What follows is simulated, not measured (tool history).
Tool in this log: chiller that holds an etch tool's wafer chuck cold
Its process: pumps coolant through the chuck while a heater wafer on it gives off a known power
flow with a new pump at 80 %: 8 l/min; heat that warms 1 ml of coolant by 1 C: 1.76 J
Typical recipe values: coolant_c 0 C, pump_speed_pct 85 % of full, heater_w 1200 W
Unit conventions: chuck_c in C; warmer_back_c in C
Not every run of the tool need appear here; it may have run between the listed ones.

run	hour	coolant_c	pump_speed_pct	heater_w	chuck_c	warmer_back_c
1	0.0	0	85	1200	9.6	4.92
2	65.5	0	85	1200	9.6	4.87
3	157.6	0	85	1200	9.6	4.92
4	271.5	0	85	1200	9.7	4.95
5	387.0	0	85	1200	9.6	4.95
6	457.2	0	85	1200	9.6	4.95
# hour 469.9: coolant pump overhauled
7	552.5	0	85	1200	9.7	4.97
8	668.9	0	85	1200	9.6	4.98
9	718.7	0	85	1200	9.7	4.96
# hour 786.7: coolant pump overhauled, once more
10	800.7	0	85	1200	9.5	4.81
11	886.5	0	85	1200	9.4	4.77
12	981.7	-7	85	1200	2.6	4.71
13	1090.7	-7	67	827	0.9	4.23
14	1162.7	-8	85	1069	0.5	4.27
15	1239.6	8	76	793	14.8	3.58
16	1345.5	-1	62	1566	15.0	8.80
17	1411.6	-1	62	1566	15.1	8.72
18	1473.8	-1	82	752	4.8	3.18
19	1530.6	-1	93	752	4.2	2.72
20	1613.1	-1	93	752	4.5	2.71
21	1685.5	10	73	1267	21.2	5.97
22	1764.2	10	73	1267	21.5	6.01
23	1866.0	10	73	1267	21.3	5.99

4 options for the next run, each taken on its own from the tool as it stands now. Forecast them:
A	1926.0	-3	87	742	?	?
B	1926.0	0	85	1423	?	?
C	1926.0	-7	73	858	?	?
D	1926.0	10	90	1703	?	?

run	chuck_c	warmer_back_c
A	2.8	2.88
B	11.3	5.69
C	0.7	4.07
D	23.4	6.42
What these runs would have given with no unlogged condition in the tool:
run	chuck_c	warmer_back_c
A	2.7	2.87
B	10.7	5.65
C	0.4	4.05
D	22.6	6.39
